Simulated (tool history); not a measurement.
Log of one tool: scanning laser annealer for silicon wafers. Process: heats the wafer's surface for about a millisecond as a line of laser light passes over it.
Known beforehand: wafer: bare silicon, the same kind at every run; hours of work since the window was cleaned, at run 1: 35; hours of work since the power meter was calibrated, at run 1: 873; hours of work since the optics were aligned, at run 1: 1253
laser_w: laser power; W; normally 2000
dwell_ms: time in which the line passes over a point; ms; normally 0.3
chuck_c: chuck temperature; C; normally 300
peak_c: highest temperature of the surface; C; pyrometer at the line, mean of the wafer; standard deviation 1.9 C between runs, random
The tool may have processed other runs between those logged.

run    hour  laser_w  dwell_ms  chuck_c  hours of work since the window was cleaned  hours of work since the power meter was calibrated  hours of work since the optics were aligned  peak_c
  1       0     2000       0.3      300                                          35                                                 873                                         1253    1097
  2    32.7     2000     0.363      300                                          55                                                 893                                         1273    1168
  3    76.6     2000       0.3      300                                          82                                                 920                                         1300    1095
      126.3  -- optics aligned, line set to its width
  4   126.3     2000       0.3      300                                         110                                                 948                                            0    1099
  5   154.5     2000       0.3      300                                         127                                                 965                                           17    1095
  6   196.1     2000     0.226      300                                         153                                                 991                                           43    1003
  7   231.7     2000     0.226      300                                         175                                                1013                                           65    1003
  8   262.4     2000     0.226      300                                         193                                                1031                                           84    1002
  9   306.4     2000     0.226      300                                         221                                                1058                                          111    1001
 10   334.2     2032       0.3      300                                         238                                                1076                                          128    1108
 11   381.7     2032       0.3      300                                         267                                                1105                                          157    1111
 12   418.5     1794       0.3      300                                         290                                                1127                                          180    1022
 13   457.5     1794       0.3      300                                         314                                                1151                                          204    1022
 14   496.1     1794       0.3      300                                         337                                                1175                                          228    1022
 15   533.7     2000     0.312      300                                         360                                                1198                                          251    1110
 16   566.3     2000     0.312      300                                         380                                                1218                                          271    1112
 17   610.6     2000     0.312      300                                         408                                                1246                                          298    1110
 18   647.2     2000     0.216      300                                         430                                                1268                                          321     992
 19   693.6     2000     0.216      300                                         459                                                1297                                          349     987
 20   733.4     2102     0.216      300                                         483                                                1321                                          374    1019
 21   776.7     2102     0.216      300                                         510                                                1348                                          400    1022
 22   803.4     1744     0.216      320                                         526                                                1364                                          417     928
      812.3  -- window over the wafer cleaned
 23     833     1771     0.268      317                                          13                                                1381                                          434     997
 24   876.9     1771     0.268      317                                          40                                                1408                                          461    1000
 25   896.8     1771     0.268      276                                          52                                                1421                                          473     951
 26   930.7     1771     0.268      276                                          73                                                1441                                          494     956
 27   954.7     1845       0.3      336                                          88                                                1456                                          509    1078
 28   977.3     2191       0.3      286                                         102                                                1470                                          522    1149
 29  1012.4     1935     0.284      316                                         123                                                1492                                          544    1070
 30  1051.1     2018     0.305      300                                         147                                                1516                                          568    1109
 31  1071.3     2018     0.221      264                                         159                                                1528                                          580     963
 32    1120     2018     0.221      264                                         189                                                1558                                          610     965
 33  1146.6     2000     0.273      286                                         206                                                1574                                          627    1048
 34  1175.8     2000     0.273      286                                         224                                                1592                                          645    1053
 35  1217.9     1770       0.3      300                                         250                                                1618                                          671    1011
 36  1238.1     1885       0.3      324                                         262                                                1631                                          683    1079
 37  1272.7     2038     0.222      310                                         283                                                1652                                          704    1023

Across each entry between runs, compare the hidden state at the last listed run before it with the hidden state at the first listed run after it:
Logged between run 3 and run 4: optics aligned, line set to its width (hour 126.3)
  width of the line over the set one, %: 0.05 -> 0
Logged between run 22 and run 23: window over the wafer cleaned (hour 812.3)
  light that passes the window, % of a clean one's: 99.9 -> 99.99

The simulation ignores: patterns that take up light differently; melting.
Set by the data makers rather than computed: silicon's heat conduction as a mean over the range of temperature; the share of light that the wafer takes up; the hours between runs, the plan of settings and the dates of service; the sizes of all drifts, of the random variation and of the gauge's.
